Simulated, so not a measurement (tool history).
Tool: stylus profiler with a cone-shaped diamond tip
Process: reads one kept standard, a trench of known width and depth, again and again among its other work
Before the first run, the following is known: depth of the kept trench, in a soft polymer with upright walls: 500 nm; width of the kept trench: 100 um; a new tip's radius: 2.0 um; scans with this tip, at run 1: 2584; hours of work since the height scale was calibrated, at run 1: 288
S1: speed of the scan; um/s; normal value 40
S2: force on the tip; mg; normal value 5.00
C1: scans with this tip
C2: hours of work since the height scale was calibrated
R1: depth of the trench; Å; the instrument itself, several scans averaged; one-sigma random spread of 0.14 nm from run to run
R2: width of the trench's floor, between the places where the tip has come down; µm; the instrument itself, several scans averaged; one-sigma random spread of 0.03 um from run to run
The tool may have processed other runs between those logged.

run	hour	S1	S2	C1	C2	R1	R2
1	0.0	40	5.00	2584	288	5087.7	96.95
2	13.0	40	2.65	2671	298	5056.3	96.90
3	26.3	40	5.00	2761	308	5085.6	96.96
4	40.7	40	5.00	2858	319	5086.8	96.96
5	47.7	40	5.00	2905	324	5086.5	96.94
6	54.0	40	5.00	2947	329	5086.9	96.96
7	65.6	49	5.00	3025	338	5084.7	96.86
8	78.1	49	5.00	3110	347	5087.1	96.86
9	90.9	128	5.00	3195	357	5087.0	96.54
10	101.6	13	5.00	3267	365	5085.1	97.05
11	111.5	40	5.00	3334	372	5086.1	96.85
12	126.4	70	5.00	3434	383	5087.2	96.77
13	136.6	70	5.00	3503	391	5085.8	96.78
14	145.5	70	5.00	3562	398	5088.3	96.75
15	153.8	86	5.00	3618	404	5087.4	96.65
16	168.2	86	5.00	3715	415	5086.1	96.68
17	177.6	86	5.00	3779	422	5085.6	96.61
18	189.0	86	12.15	3855	430	5155.5	96.77
# hour 190.8: height scale calibrated on a step standard
19	195.7	86	12.15	3897	4	5154.9	96.79
20	210.0	86	12.15	3993	14	5156.3	96.78
# hour 215.8: height scale calibrated on a step standard, once more
21	220.2	99	5.00	4058	3	5083.6	96.62
22	234.4	99	5.00	4154	14	5086.0	96.58
23	244.2	99	5.00	4220	21	5082.3	96.57
24	252.3	40	5.00	4274	27	5082.7	96.82
25	267.2	133	5.00	4375	39	5084.5	96.40
26	281.0	13	3.57	4467	49	5066.5	96.88
27	290.5	53	4.11	4531	56	5073.6	96.72
28	300.4	53	4.11	4598	64	5073.8	96.76
29	313.5	22	4.11	4686	73	5074.5	96.80
30	329.0	22	4.11	4790	85	5073.3	96.80
31	343.1	22	4.11	4885	96	5070.4	96.78
32	353.5	11	3.25	4955	103	5063.0	96.83
33	368.6	57	3.55	5057	115	5067.0	96.66
34	381.7	11	10.09	5145	125	5133.7	96.83
35	394.7	11	10.09	5232	134	5135.9	96.84
36	407.7	12	14.56	5319	144	5171.7	96.83
37	418.4	38	4.38	5391	152	5078.6	96.64
38	430.3	38	4.38	5472	161	5080.6	96.65
39	441.6	67	3.83	5548	170	5072.0	96.58
40	454.7	16	5.00	5636	179	5084.4	96.79
41	463.4	26	3.14	5694	186	5062.1	96.67
42	476.7	11	1.79	5784	196	5046.5	96.77
43	492.0	78	5.00	5887	207	5081.9	96.49
44	506.0	78	5.00	5981	218	5083.6	96.51
45	514.8	78	5.00	6040	225	5083.9	96.44
46	526.4	78	5.00	6119	233	5085.0	96.52
47	532.7	78	5.00	6160	238	5085.9	96.50

Consider 3 possible next runs. They are alternatives, not a sequence: every one starts from the tool as it was left by run 47. What does each give?
A	539.7	128	4.66	6208	243	?	?
B	539.7	11	3.06	6208	243	?	?
C	539.7	88	3.12	6208	243	?	?

run	R1	R2
A	5078.8	96.25
B	5062.4	96.69
C	5063.2	96.37
What these runs would have given with no unlogged condition in the tool:
run	R1	R2
A	5076.0	96.84
B	5059.7	97.28
C	5060.5	96.96
